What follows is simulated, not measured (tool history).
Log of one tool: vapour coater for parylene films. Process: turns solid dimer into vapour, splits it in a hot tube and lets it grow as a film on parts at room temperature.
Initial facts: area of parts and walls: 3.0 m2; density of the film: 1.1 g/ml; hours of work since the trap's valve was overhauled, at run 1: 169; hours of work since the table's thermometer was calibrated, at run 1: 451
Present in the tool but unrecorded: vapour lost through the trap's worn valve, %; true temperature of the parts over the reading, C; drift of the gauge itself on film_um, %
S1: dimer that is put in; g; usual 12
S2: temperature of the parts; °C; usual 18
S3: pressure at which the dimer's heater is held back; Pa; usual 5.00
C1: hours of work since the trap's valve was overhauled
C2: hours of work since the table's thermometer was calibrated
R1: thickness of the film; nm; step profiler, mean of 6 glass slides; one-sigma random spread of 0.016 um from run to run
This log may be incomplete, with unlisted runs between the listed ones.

run,hour,S1,S2,S3,C1,C2,R1
1,0.0,12,18,5.00,169,451,1970
2,31.6,12,18,5.00,195,478,1940
3,60.9,12,18,5.00,219,502,1910
4,100.2,14,18,5.00,251,534,2240
5,118.9,16,18,5.00,267,550,2570
6,144.9,12,18,5.00,288,571,1910
7,174.6,12,18,6.38,313,595,1840
8,192.5,12,18,6.38,328,610,1860
9,230.7,12,18,6.38,359,642,1830
10,257.9,12,18,2.43,382,664,2090
11,297.0,12,16,5.00,414,696,1940
12,333.4,12,16,5.00,444,726,1960
13,365.4,12,16,5.00,470,753,1930
14,387.3,12,16,5.00,488,771,1910
15,424.9,12,16,5.00,519,802,1900
16,452.8,12,16,5.00,542,825,1920
17,489.1,12,16,5.00,572,855,1870
18,518.5,12,13,5.00,597,879,1980
19,545.9,12,13,5.00,619,902,1980
20,563.8,12,13,5.00,634,916,1940
21,594.9,12,13,5.00,660,942,1970
22,612.0,12,13,5.00,674,956,1940
23,634.5,11,23,5.00,692,975,1510
# hour 646.8: trap's valve overhauled
24,670.4,12,15,10.40,19,1001,1910
25,705.8,12,15,10.40,49,1030,1920
26,745.4,19,13,4.09,81,1063,3510
27,784.4,19,13,4.09,114,1095,3520
28,823.0,6,21,5.00,145,1127,950
29,843.6,6,21,5.00,162,1144,920
30,861.8,6,21,5.00,177,1159,920
31,880.4,18,23,4.93,193,1174,2670
32,909.8,8,20,3.04,217,1199,1320
33,935.4,8,20,3.04,238,1220,1340
34,955.1,12,21,3.11,254,1236,1950
35,976.0,8,30,6.96,272,1253,970
36,1006.0,10,21,3.40,296,1278,1590
37,1036.1,12,17,3.55,321,1303,2000
38,1060.0,12,17,3.55,341,1323,2010
39,1097.6,18,13,2.24,372,1354,3460
40,1133.1,8,10,5.00,401,1383,1430
41,1169.2,7,10,2.08,431,1413,1450
42,1198.2,7,10,2.08,455,1437,1400
43,1220.1,6,18,8.70,473,1455,850
44,1254.2,6,18,8.70,501,1483,880

What if the next run were any one of these 3? Each begins from the tool's condition after run 44:
A,1293.1,14,18,8.70,533,1515,?
B,1293.1,6,11,8.70,533,1515,?
C,1293.1,7,11,2.04,533,1515,?

run,R1
A,2000
B,990
C,1350
Take away the tool's hidden state, keep each run's random variation, and the runs would have read:
run,R1
A,2210
B,1090
C,1490

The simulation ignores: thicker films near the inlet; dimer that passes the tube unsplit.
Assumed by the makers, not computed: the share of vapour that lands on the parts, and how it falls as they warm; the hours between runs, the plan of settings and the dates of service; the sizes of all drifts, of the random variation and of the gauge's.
